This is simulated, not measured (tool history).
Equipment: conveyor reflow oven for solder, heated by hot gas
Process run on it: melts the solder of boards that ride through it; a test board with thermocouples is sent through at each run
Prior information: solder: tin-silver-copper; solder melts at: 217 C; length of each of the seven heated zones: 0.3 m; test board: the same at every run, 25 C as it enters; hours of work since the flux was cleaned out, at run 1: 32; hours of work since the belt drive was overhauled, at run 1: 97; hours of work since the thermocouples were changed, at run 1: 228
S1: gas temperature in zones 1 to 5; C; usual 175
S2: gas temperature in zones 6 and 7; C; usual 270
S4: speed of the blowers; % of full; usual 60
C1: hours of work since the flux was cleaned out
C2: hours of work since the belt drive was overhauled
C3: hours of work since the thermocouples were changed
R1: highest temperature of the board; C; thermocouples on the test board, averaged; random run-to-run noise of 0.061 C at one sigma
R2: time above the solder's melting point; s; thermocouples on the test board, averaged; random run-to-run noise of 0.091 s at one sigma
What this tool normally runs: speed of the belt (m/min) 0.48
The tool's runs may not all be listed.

{"run": 1, "hour": 0.0, "S1": 175, "S2": 270, "speed of the belt (m/min)": 0.48, "S4": 60, "C1": 32, "C2": 97, "C3": 228, "R1": 258.26, "R2": 61.22}
{"run": 2, "hour": 74.7, "S1": 175, "S2": 270, "speed of the belt (m/min)": 0.48, "S4": 60, "C1": 71, "C2": 137, "C3": 268, "R1": 258.07, "R2": 61.12}
{"run": 3, "hour": 159.3, "S1": 175, "S2": 270, "speed of the belt (m/min)": 0.48, "S4": 60, "C1": 116, "C2": 181, "C3": 312, "R1": 257.91, "R2": 60.9}
{"run": 4, "hour": 201.6, "S1": 175, "S2": 270, "speed of the belt (m/min)": 0.48, "S4": 60, "C1": 138, "C2": 204, "C3": 335, "R1": 257.81, "R2": 61.04}
{"run": 5, "hour": 262.7, "S1": 175, "S2": 270, "speed of the belt (m/min)": 0.48, "S4": 58, "C1": 171, "C2": 236, "C3": 367, "R1": 257.31, "R2": 60.78}
{"hour": 275.9, "done": "flux residue cleaned out of gas plates and filters"}
{"run": 6, "hour": 330.5, "S1": 166, "S2": 270, "speed of the belt (m/min)": 0.48, "S4": 60, "C1": 29, "C2": 269, "C3": 400, "R1": 257.19, "R2": 57.92}
{"run": 7, "hour": 375.7, "S1": 175, "S2": 270, "speed of the belt (m/min)": 0.48, "S4": 60, "C1": 53, "C2": 293, "C3": 424, "R1": 258.29, "R2": 61.39}
{"run": 8, "hour": 419.3, "S1": 175, "S2": 268, "speed of the belt (m/min)": 0.48, "S4": 60, "C1": 76, "C2": 316, "C3": 447, "R1": 256.41, "R2": 60.38}
{"run": 9, "hour": 456.6, "S1": 175, "S2": 270, "speed of the belt (m/min)": 0.557, "S4": 60, "C1": 96, "C2": 336, "C3": 467, "R1": 253.67, "R2": 49.56}
{"run": 10, "hour": 536.2, "S1": 175, "S2": 270, "speed of the belt (m/min)": 0.557, "S4": 60, "C1": 138, "C2": 378, "C3": 509, "R1": 253.37, "R2": 49.11}
{"hour": 613.8, "done": "flux residue cleaned out of gas plates and filters"}
{"hour": 623.1, "done": "thermocouples of zones 6 and 7 changed"}
{"run": 11, "hour": 623.7, "S1": 175, "S2": 270, "speed of the belt (m/min)": 0.557, "S4": 60, "C1": 4, "C2": 421, "C3": 0, "R1": 253.5, "R2": 49.57}
{"run": 12, "hour": 710.5, "S1": 175, "S2": 270, "speed of the belt (m/min)": 0.457, "S4": 60, "C1": 50, "C2": 467, "C3": 46, "R1": 259.11, "R2": 65.59}
{"run": 13, "hour": 749.0, "S1": 175, "S2": 270, "speed of the belt (m/min)": 0.48, "S4": 60, "C1": 70, "C2": 487, "C3": 67, "R1": 257.81, "R2": 61.34}
{"run": 14, "hour": 801.1, "S1": 175, "S2": 270, "speed of the belt (m/min)": 0.48, "S4": 60, "C1": 98, "C2": 515, "C3": 94, "R1": 257.64, "R2": 61.28}
{"run": 15, "hour": 880.0, "S1": 175, "S2": 270, "speed of the belt (m/min)": 0.48, "S4": 60, "C1": 140, "C2": 557, "C3": 136, "R1": 257.63, "R2": 61.18}
{"run": 16, "hour": 934.9, "S1": 175, "S2": 270, "speed of the belt (m/min)": 0.48, "S4": 60, "C1": 169, "C2": 586, "C3": 165, "R1": 257.41, "R2": 61.23}
{"hour": 954.0, "done": "flux residue cleaned out of gas plates and filters"}
{"run": 17, "hour": 1030.8, "S1": 175, "S2": 270, "speed of the belt (m/min)": 0.48, "S4": 60, "C1": 41, "C2": 634, "C3": 213, "R1": 258.26, "R2": 61.89}
{"run": 18, "hour": 1079.2, "S1": 175, "S2": 270, "speed of the belt (m/min)": 0.48, "S4": 60, "C1": 66, "C2": 659, "C3": 239, "R1": 258.35, "R2": 61.64}
{"run": 19, "hour": 1154.4, "S1": 175, "S2": 283, "speed of the belt (m/min)": 0.48, "S4": 59, "C1": 106, "C2": 699, "C3": 279, "R1": 269.82, "R2": 67.55}
{"run": 20, "hour": 1218.2, "S1": 161, "S2": 283, "speed of the belt (m/min)": 0.429, "S4": 84, "C1": 140, "C2": 733, "C3": 312, "R1": 275.29, "R2": 74.74}
{"run": 21, "hour": 1272.1, "S1": 167, "S2": 283, "speed of the belt (m/min)": 0.429, "S4": 84, "C1": 168, "C2": 761, "C3": 341, "R1": 275.7, "R2": 76.38}
{"hour": 1290.7, "done": "flux residue cleaned out of gas plates and filters"}
{"run": 22, "hour": 1357.8, "S1": 167, "S2": 285, "speed of the belt (m/min)": 0.429, "S4": 57, "C1": 36, "C2": 804, "C3": 384, "R1": 274.22, "R2": 75.51}
{"run": 23, "hour": 1398.0, "S1": 175, "S2": 270, "speed of the belt (m/min)": 0.518, "S4": 81, "C1": 57, "C2": 826, "C3": 405, "R1": 259.83, "R2": 58.32}
{"run": 24, "hour": 1476.4, "S1": 177, "S2": 270, "speed of the belt (m/min)": 0.388, "S4": 60, "C1": 98, "C2": 867, "C3": 446, "R1": 263.68, "R2": 82.29}
{"run": 25, "hour": 1548.5, "S1": 177, "S2": 276, "speed of the belt (m/min)": 0.481, "S4": 60, "C1": 136, "C2": 905, "C3": 485, "R1": 264.05, "R2": 65.42}
{"run": 26, "hour": 1596.0, "S1": 177, "S2": 276, "speed of the belt (m/min)": 0.481, "S4": 60, "C1": 162, "C2": 930, "C3": 510, "R1": 263.73, "R2": 65.3}
{"hour": 1629.1, "done": "flux residue cleaned out of gas plates and filters"}
{"hour": 1678.4, "done": "thermocouples of zones 6 and 7 changed"}
{"run": 27, "hour": 1686.3, "S1": 177, "S2": 276, "speed of the belt (m/min)": 0.481, "S4": 60, "C1": 29, "C2": 974, "C3": 4, "R1": 263.96, "R2": 65.7}
{"run": 28, "hour": 1738.7, "S1": 175, "S2": 271, "speed of the belt (m/min)": 0.407, "S4": 76, "C1": 57, "C2": 1002, "C3": 32, "R1": 265.04, "R2": 79.02}
{"run": 29, "hour": 1786.8, "S1": 175, "S2": 271, "speed of the belt (m/min)": 0.407, "S4": 76, "C1": 82, "C2": 1028, "C3": 57, "R1": 265.01, "R2": 78.67}
{"run": 30, "hour": 1862.6, "S1": 165, "S2": 283, "speed of the belt (m/min)": 0.386, "S4": 78, "C1": 123, "C2": 1068, "C3": 98, "R1": 277.14, "R2": 85.74}

Hidden state or all else? Some run-to-run changes of R1, split into what the settings, what came in and random variation would give without the hidden state, and what is left for the hidden state (with any gauge scatter that isn't in both results):
Hidden conditions of the tool in this case: heat that the gas passes to the board, % of a clean oven's; belt's true speed, % of the reading; true gas temperature in zones 6 and 7 over the reading, C; drift of the gauge itself on peak_c, C; drift of the gauge itself on liquid_s, %.
Run 5 -> 6: S1 175 -> 166, S4 58 -> 60, flux residue cleaned out of gas plates and filters. R1 -0.12 C: hidden state +0.66, all else -0.78.
Run 16 -> 17: flux residue cleaned out of gas plates and filters. R1 +0.85 C: hidden state +0.79, all else +0.06.
Run 18 -> 19: S2 270 -> 283, S4 60 -> 59. R1 +11.47 C: hidden state -0.11, all else +11.58.
Run 21 -> 22: S2 283 -> 285, S4 84 -> 57, flux residue cleaned out of gas plates and filters. R1 -1.48 C: hidden state +0.76, all else -2.24.
Run 22 -> 23: S1 167 -> 175, S2 285 -> 270, speed of the belt (m/min) 0.429 -> 0.518, S4 57 -> 81. R1 -14.39 C: hidden state -0.22, all else -14.17.
Run 29 -> 30: S1 175 -> 165, S2 271 -> 283, speed of the belt (m/min) 0.407 -> 0.386, S4 76 -> 78. R1 +12.13 C: hidden state -0.07, all else +12.2.

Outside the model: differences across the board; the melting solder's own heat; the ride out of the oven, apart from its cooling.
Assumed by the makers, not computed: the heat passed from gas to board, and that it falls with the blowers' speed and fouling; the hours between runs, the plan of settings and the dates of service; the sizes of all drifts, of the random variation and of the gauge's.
